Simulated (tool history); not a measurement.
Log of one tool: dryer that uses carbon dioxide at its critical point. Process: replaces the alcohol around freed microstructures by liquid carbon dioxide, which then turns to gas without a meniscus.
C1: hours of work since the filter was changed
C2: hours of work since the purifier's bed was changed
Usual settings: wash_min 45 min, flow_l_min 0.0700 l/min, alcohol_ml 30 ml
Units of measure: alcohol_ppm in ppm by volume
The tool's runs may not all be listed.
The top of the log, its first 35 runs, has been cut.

{"run": 36, "hour": 288.6, "wash_min": 53, "flow_l_min": 0.0479, "alcohol_ml": 105, "C1": 397, "C2": 448, "alcohol_ppm": 5135}
{"run": 37, "hour": 296.7, "wash_min": 38, "flow_l_min": 0.0524, "alcohol_ml": 42, "C1": 402, "C2": 453, "alcohol_ppm": 4735}
{"run": 38, "hour": 307.4, "wash_min": 38, "flow_l_min": 0.0524, "alcohol_ml": 42, "C1": 409, "C2": 459, "alcohol_ppm": 4636}
{"run": 39, "hour": 314.5, "wash_min": 31, "flow_l_min": 0.0611, "alcohol_ml": 57, "C1": 413, "C2": 463, "alcohol_ppm": 7457}
{"run": 40, "hour": 320.4, "wash_min": 30, "flow_l_min": 0.0611, "alcohol_ml": 58, "C1": 416, "C2": 467, "alcohol_ppm": 8261}
{"run": 41, "hour": 329.9, "wash_min": 30, "flow_l_min": 0.0611, "alcohol_ml": 114, "C1": 422, "C2": 473, "alcohol_ppm": 15604}
{"run": 42, "hour": 336.2, "wash_min": 33, "flow_l_min": 0.0665, "alcohol_ml": 31, "C1": 426, "C2": 477, "alcohol_ppm": 2698}
{"run": 43, "hour": 346.8, "wash_min": 50, "flow_l_min": 0.06, "alcohol_ml": 108, "C1": 432, "C2": 483, "alcohol_ppm": 2901}
{"run": 44, "hour": 355.6, "wash_min": 50, "flow_l_min": 0.06, "alcohol_ml": 108, "C1": 438, "C2": 488, "alcohol_ppm": 2929}
{"run": 45, "hour": 366.5, "wash_min": 48, "flow_l_min": 0.06, "alcohol_ml": 108, "C1": 444, "C2": 495, "alcohol_ppm": 3412}
{"run": 46, "hour": 373.9, "wash_min": 48, "flow_l_min": 0.06, "alcohol_ml": 59, "C1": 449, "C2": 499, "alcohol_ppm": 1887}

What if the next run were any one of these 5? Each begins from the tool's condition after run 46:
{"hour": 384.6, "done": "inlet filter changed"}
{"run": "A", "hour": 386.0, "wash_min": 30, "flow_l_min": 0.0585, "alcohol_ml": 97, "C1": 1, "C2": 506, "alcohol_ppm": "?"}
{"hour": 384.6, "done": "inlet filter changed"}
{"run": "B", "hour": 386.0, "wash_min": 48, "flow_l_min": 0.093, "alcohol_ml": 70, "C1": 1, "C2": 506, "alcohol_ppm": "?"}
{"hour": 384.6, "done": "inlet filter changed"}
{"run": "C", "hour": 386.0, "wash_min": 48, "flow_l_min": 0.06, "alcohol_ml": 63, "C1": 1, "C2": 506, "alcohol_ppm": "?"}
{"hour": 384.6, "done": "inlet filter changed"}
{"run": "D", "hour": 386.0, "wash_min": 70, "flow_l_min": 0.0559, "alcohol_ml": 25, "C1": 1, "C2": 506, "alcohol_ppm": "?"}
{"hour": 384.6, "done": "inlet filter changed"}
{"run": "E", "hour": 386.0, "wash_min": 69, "flow_l_min": 0.07, "alcohol_ml": 42, "C1": 1, "C2": 506, "alcohol_ppm": "?"}

run=A alcohol_ppm=12550
run=B alcohol_ppm=229
run=C alcohol_ppm=1423
run=D alcohol_ppm=186
run=E alcohol_ppm=129
With the hidden condition removed and each run's random variation left untouched, the same runs would have given:
run=A alcohol_ppm=12423
run=B alcohol_ppm=149
run=C alcohol_ppm=1338
run=D alcohol_ppm=109
run=E alcohol_ppm=50
